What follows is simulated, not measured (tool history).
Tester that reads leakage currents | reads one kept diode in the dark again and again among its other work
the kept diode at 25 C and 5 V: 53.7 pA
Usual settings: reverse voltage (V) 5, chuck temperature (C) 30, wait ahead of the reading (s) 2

| run | day | reverse voltage (V) | chuck temperature (C) | wait ahead of the reading (s) | current that the tester gives (pA) |
|---|---|---|---|---|---|
| 1 | 0 | 5 | 30 | 2 | 81.43 |
| 2 | 2.658 | 5 | 30 | 2 | 81.01 |
| 3 | 4.025 | 5 | 23 | 2 | 45.57 |
| 4 | 5.996 | 5 | 56 | 2 | 559.55 |
| 5 | 8.8 | 5 | 27 | 2 | 63.76 |
| 6 | 10.317 | 5 | 27 | 2 | 63.76 |
| 7 | 12.992 | 5 | 30 | 3.23 | 81.06 |
| 8 | 16.033 | 5 | 30 | 2 | 80.84 |
| 9 | 19.183 | 5 | 30 | 2 | 80.96 |
| 10 | 21.838 | 5 | 26 | 2.12 | 58.86 |
| 11 | 24.525 | 4.62 | 25 | 0.4 | 52.39 |
| 12 | 27.125 | 4.62 | 25 | 0.4 | 52.57 |
|  | 27.758 | chuck's temperature calibrated |
| 13 | 29.4 | 13.98 | 23 | 1.05 | 84.84 |
| 14 | 31.646 | 13.98 | 25 | 3.62 | 98.86 |
| 15 | 33.112 | 13.98 | 25 | 3.62 | 98.54 |

Some steps in current that the tester gives (pA) between neighbouring runs. How much of each would the tool show without its hidden state too (settings, what came in, random variation), and how much is left for the hidden state, with any gauge scatter that isn't in both results?
The hidden state here: stray current of the dirty probe card, pA a volt; current scale over the true one, %; true chuck temperature over the reading, C; drift of the gauge itself on leakage_pa, %.
Run 3 -> 4: chuck temperature (C) 23 -> 56. current that the tester gives (pA) +513.98: hidden state -1.15, all else +515.13.

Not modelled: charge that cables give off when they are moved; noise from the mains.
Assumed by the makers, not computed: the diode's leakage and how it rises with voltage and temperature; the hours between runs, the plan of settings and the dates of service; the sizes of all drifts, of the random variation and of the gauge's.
